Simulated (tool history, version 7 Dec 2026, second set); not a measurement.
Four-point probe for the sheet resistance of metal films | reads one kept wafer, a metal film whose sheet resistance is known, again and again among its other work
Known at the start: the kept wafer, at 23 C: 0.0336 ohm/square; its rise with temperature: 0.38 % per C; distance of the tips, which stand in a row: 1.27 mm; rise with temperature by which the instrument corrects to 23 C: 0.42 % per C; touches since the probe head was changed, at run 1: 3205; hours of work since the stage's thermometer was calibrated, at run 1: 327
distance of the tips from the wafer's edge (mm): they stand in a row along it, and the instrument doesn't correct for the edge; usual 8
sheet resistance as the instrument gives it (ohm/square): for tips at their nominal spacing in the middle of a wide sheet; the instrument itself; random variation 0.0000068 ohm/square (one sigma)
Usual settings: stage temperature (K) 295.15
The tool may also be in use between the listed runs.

run	hour	stage temperature (K)	distance of the tips from the wafer's edge (mm)	touches since the probe head was changed	hours of work since the stage's thermometer was calibrated	sheet resistance as the instrument gives it (ohm/square)
1	0	295.15	8	3205	327	0.034001
2	18.2	295.15	8	4316	342	0.034002
3	41.9	295.15	8	5770	361	0.034017
4	77.1	295.15	48	7922	388	0.033568
5	109.5	291.15	48	9903	414	0.033623
6	132.1	295.15	13	11283	432	0.03373
7	162.1	295.15	13	13121	456	0.033749
8	191.6	295.15	13	14922	479	0.033731
9	211.1	295.15	8	16117	495	0.034016
10	246.5	295.15	8	18286	523	0.034033
11	269.6	295.15	8	19699	541	0.034033
12	291.7	295.15	8	21050	559	0.034026
13	308.8	295.15	8	22096	572	0.034031
14	336.6	296.15	8	23796	594	0.034022
15	362.3	296.15	8	25366	615	0.034026
16	392	296.15	8	27186	638	0.034021
17	418.3	292.15	5	28793	659	0.034755
18	453	292.15	5	30914	687	0.034777
19	486.4	294.15	8	32959	713	0.034062
20	517.1	294.15	8	34834	737	0.034069
21	551.8	294.15	8	36958	765	0.034063

Forecast run 22:
22	584.6	294.15	8	38966	791	?

Run 22 gave sheet resistance as the instrument gives it (ohm/square) 0.034064.
Without the tool's hidden state the same run would have given sheet resistance as the instrument gives it (ohm/square) 0.034067.
